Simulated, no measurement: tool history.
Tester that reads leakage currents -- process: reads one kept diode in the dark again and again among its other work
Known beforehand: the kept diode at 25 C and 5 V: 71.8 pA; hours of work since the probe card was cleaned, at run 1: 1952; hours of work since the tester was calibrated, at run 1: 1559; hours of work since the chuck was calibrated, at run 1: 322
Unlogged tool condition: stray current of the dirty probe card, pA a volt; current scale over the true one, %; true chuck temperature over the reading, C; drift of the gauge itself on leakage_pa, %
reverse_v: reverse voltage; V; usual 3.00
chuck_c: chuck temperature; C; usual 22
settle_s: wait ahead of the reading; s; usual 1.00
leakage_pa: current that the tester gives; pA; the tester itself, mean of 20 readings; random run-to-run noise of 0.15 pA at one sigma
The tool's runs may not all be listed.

| run | hour | reverse_v | chuck_c | settle_s | hours of work since the probe card was cleaned | hours of work since the tester was calibrated | hours of work since the chuck was calibrated | leakage_pa |
|---|---|---|---|---|---|---|---|---|
| 1 | 0.0 | 3.00 | 22 | 1.00 | 1952 | 1559 | 322 | 57.65 |
|  | 73.2 | probe card cleaned and baked |
| 2 | 164.3 | 3.00 | 22 | 1.11 | 45 | 1639 | 402 | 62.77 |
| 3 | 250.1 | 3.00 | 22 | 1.11 | 88 | 1681 | 444 | 63.14 |
| 4 | 379.2 | 3.00 | 22 | 1.11 | 151 | 1745 | 508 | 64.80 |
|  | 493.5 | chuck's temperature calibrated |
|  | 549.0 | probe card cleaned and baked, once more |
| 5 | 553.5 | 3.00 | 22 | 1.11 | 2 | 1829 | 28 | 47.43 |
| 6 | 730.4 | 3.00 | 22 | 5.37 | 90 | 1916 | 116 | 47.33 |
| 7 | 815.2 | 3.00 | 23 | 1.00 | 132 | 1958 | 158 | 53.07 |
| 8 | 1003.0 | 3.00 | 23 | 1.00 | 225 | 2051 | 251 | 54.46 |
| 9 | 1156.6 | 3.00 | 23 | 1.00 | 301 | 2127 | 327 | 55.99 |
| 10 | 1299.7 | 3.00 | 22 | 0.60 | 372 | 2198 | 398 | 54.13 |
| 11 | 1487.2 | 3.00 | 22 | 0.60 | 464 | 2291 | 490 | 55.67 |
|  | 1636.6 | chuck's temperature calibrated |
| 12 | 1668.8 | 3.00 | 33 | 1.00 | 553 | 2380 | 16 | 105.39 |
| 13 | 1833.4 | 3.00 | 22 | 1.00 | 635 | 2461 | 97 | 50.94 |
| 14 | 2013.0 | 2.07 | 58 | 0.36 | 724 | 2550 | 186 | 440.87 |
| 15 | 2178.2 | 3.00 | 25 | 1.19 | 805 | 2632 | 268 | 65.89 |
| 16 | 2263.2 | 3.00 | 25 | 1.19 | 847 | 2674 | 310 | 66.70 |
| 17 | 2350.3 | 1.55 | 59 | 1.00 | 890 | 2717 | 353 | 423.12 |
| 18 | 2555.2 | 3.00 | 35 | 1.28 | 992 | 2818 | 455 | 134.90 |

Run 19 is up next; what results do you expect?
| 19 | 2644.8 | 3.00 | 22 | 0.43 | 1036 | 2863 | 499 | ? |

For run 19 the tool returned leakage_pa 59.53 pA.
If the tool had no hidden condition, the same run with the same run-to-run variation would have returned leakage_pa 48.86 pA.

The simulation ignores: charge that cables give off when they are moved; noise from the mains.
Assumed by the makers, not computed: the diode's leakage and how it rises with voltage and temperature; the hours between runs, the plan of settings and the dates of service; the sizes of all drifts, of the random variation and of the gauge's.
